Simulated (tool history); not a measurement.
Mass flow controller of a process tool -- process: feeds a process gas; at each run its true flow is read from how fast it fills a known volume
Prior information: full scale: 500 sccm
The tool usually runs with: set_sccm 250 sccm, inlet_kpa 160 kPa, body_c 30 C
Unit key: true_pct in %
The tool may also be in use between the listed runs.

run     hour  set_sccm  inlet_kpa  body_c  true_pct
  1      0.0       250        160      30     97.77
  2    414.5       250        160      30     97.85
  3    687.0       250        160      30     98.01
  4   1017.9       250        160      30     98.03
  5   1266.6       250        160      30     98.15
  6   1472.0       250        160      30     98.07
  7   1941.3       250        160      30     98.15
  8   2338.0       250        160      24     98.72
  9   2700.4        53        160      24     99.40
 10   3060.4       250        160      30     98.54
 11   3325.2       250        160      30     98.43
 12   3690.8       250        160      30     98.42
 13   4113.0       250        169      30     98.74
 14   4463.3       250        160      30     98.56
 15   4732.3       250        160      30     98.71
 16   5100.3       250        160      30     98.73
 17   5451.3       250        160      30     98.77
 18   5756.3       250        160      40     97.98
 19   6207.8       250        160      40     98.20
 20   6497.0       250        160      30     98.97
 21   6768.5       250        160      30     99.04
 22   7060.5       250        160      30     99.14
      7096.3  -- controller's zero set anew
 23   7353.3       250        160      30     99.85
 24   7669.3       265        160      21    100.52
 25   7923.4       265        160      21    100.55
 26   8207.1       265        160      21    100.62
      8290.1  -- controller's zero set anew, once more
 27   8570.1       265        160      21     99.13
 28   9005.4       201        203      29     98.38
 29   9253.3       201        203      29     98.61
 30   9723.9       121        174      24     98.35
 31   9924.0        99        152      21     98.48
 32  10207.3        99        152      21     98.59
 33  10595.8        99        152      21     98.64
 34  10978.8       104        151      21     98.84
 35  11244.6       104        151      21     98.96
 36  11641.1       104        151      21     98.91
 37  11908.0        58        160      22     99.72
 38  12345.9       250        254      29     99.88
 39  12689.6       103        211      20    100.17
 40  13099.6       103        211      20    100.29
 41  13395.3       103        211      20    100.28
 42  13594.4        79        160      29     99.45
 43  13986.0       360        239      30    100.45
 44  14438.0       375        178      30    100.11
 45  14840.8       396        144      34     99.63
 46  15117.8        85        265      30    100.76

Each row is a separate what-if for the run after 46, all from the same tool condition, not one after another. Results?
  A  15598.3        85        155      30         ?
  B  15598.3        85        182      30         ?
  C  15598.3       288        276      39         ?
  D  15598.3       250        170      31         ?
  E  15598.3       277        188      24         ?

run  true_pct
  A     99.98
  B    100.32
  C     99.86
  D     99.46
  E    100.44
What these runs would have given with no unlogged condition in the tool:
run  true_pct
  A     96.41
  B     96.75
  C     98.00
  D     97.49
  E     98.56
